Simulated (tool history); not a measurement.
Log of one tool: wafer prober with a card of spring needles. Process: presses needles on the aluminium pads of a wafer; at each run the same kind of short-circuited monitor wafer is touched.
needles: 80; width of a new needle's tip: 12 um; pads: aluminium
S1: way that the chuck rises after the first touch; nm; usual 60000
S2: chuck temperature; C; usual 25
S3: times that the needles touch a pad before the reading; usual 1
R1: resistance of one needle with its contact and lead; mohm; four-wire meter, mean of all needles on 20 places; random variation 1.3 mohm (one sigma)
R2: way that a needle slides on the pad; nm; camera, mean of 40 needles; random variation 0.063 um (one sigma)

{"run": 1, "hour": 0.0, "S1": 60000, "S2": 25, "S3": 1, "R1": 111, "R2": 10870}
{"hour": 10.0, "done": "tips cleaned on abrasive film"}
{"run": 2, "hour": 14.0, "S1": 60000, "S2": 25, "S3": 1, "R1": 111, "R2": 11020}
{"run": 3, "hour": 22.8, "S1": 58000, "S2": 25, "S3": 1, "R1": 112, "R2": 10640}
{"run": 4, "hour": 34.8, "S1": 60000, "S2": 25, "S3": 2, "R1": 108, "R2": 10990}
{"hour": 39.1, "done": "tips cleaned on abrasive film"}
{"run": 5, "hour": 45.0, "S1": 60000, "S2": 25, "S3": 2, "R1": 110, "R2": 11030}
{"run": 6, "hour": 61.8, "S1": 60000, "S2": 25, "S3": 3, "R1": 110, "R2": 10940}
{"hour": 68.5, "done": "tips cleaned on abrasive film"}
{"run": 7, "hour": 75.0, "S1": 60000, "S2": 25, "S3": 3, "R1": 111, "R2": 11040}
{"run": 8, "hour": 93.1, "S1": 60000, "S2": 25, "S3": 3, "R1": 108, "R2": 11040}
{"hour": 97.8, "done": "tips cleaned on abrasive film"}
{"run": 9, "hour": 111.2, "S1": 60000, "S2": 25, "S3": 3, "R1": 111, "R2": 11060}
{"hour": 127.8, "done": "tips cleaned on abrasive film"}
{"run": 10, "hour": 130.7, "S1": 60000, "S2": 27, "S3": 1, "R1": 112, "R2": 11060}
{"run": 11, "hour": 143.8, "S1": 60000, "S2": 27, "S3": 1, "R1": 108, "R2": 11030}
{"run": 12, "hour": 153.0, "S1": 60000, "S2": 27, "S3": 1, "R1": 110, "R2": 11070}
{"hour": 157.5, "done": "tips cleaned on abrasive film"}
{"run": 13, "hour": 165.4, "S1": 60000, "S2": 51, "S3": 1, "R1": 112, "R2": 11020}
{"run": 14, "hour": 183.9, "S1": 60000, "S2": 51, "S3": 1, "R1": 113, "R2": 11110}
{"hour": 186.8, "done": "tips cleaned on abrasive film"}
{"run": 15, "hour": 200.5, "S1": 60000, "S2": 25, "S3": 2, "R1": 109, "R2": 11120}
{"run": 16, "hour": 214.2, "S1": 60000, "S2": 25, "S3": 2, "R1": 111, "R2": 11090}
{"hour": 216.6, "done": "tips cleaned on abrasive film"}
{"run": 17, "hour": 231.1, "S1": 60000, "S2": 25, "S3": 1, "R1": 111, "R2": 11080}
{"run": 18, "hour": 244.3, "S1": 60000, "S2": 25, "S3": 1, "R1": 110, "R2": 11220}
{"hour": 245.5, "done": "tips cleaned on abrasive film"}
{"hour": 248.4, "done": "height of the first contact set anew"}
{"run": 19, "hour": 254.7, "S1": 60000, "S2": 25, "S3": 1, "R1": 108, "R2": 11170}
{"run": 20, "hour": 264.0, "S1": 60000, "S2": 25, "S3": 1, "R1": 110, "R2": 11070}
{"hour": 275.3, "done": "tips cleaned on abrasive film"}
{"run": 21, "hour": 280.5, "S1": 60000, "S2": 72, "S3": 1, "R1": 114, "R2": 11250}
{"run": 22, "hour": 290.7, "S1": 60000, "S2": 72, "S3": 1, "R1": 116, "R2": 11150}
{"run": 23, "hour": 303.8, "S1": 60000, "S2": 72, "S3": 1, "R1": 116, "R2": 11200}
{"hour": 305.0, "done": "tips cleaned on abrasive film"}
{"run": 24, "hour": 320.2, "S1": 46000, "S2": 27, "S3": 2, "R1": 113, "R2": 8640}

Forecast run 25:
{"run": 25, "hour": 333.1, "S1": 46000, "S2": 27, "S3": 2, "R1": "?", "R2": "?"}

R1: 111 mohm
R2: 8640 nm
Without the tool's hidden state the same run would have given R1 111 mohm, R2 8430 nm.
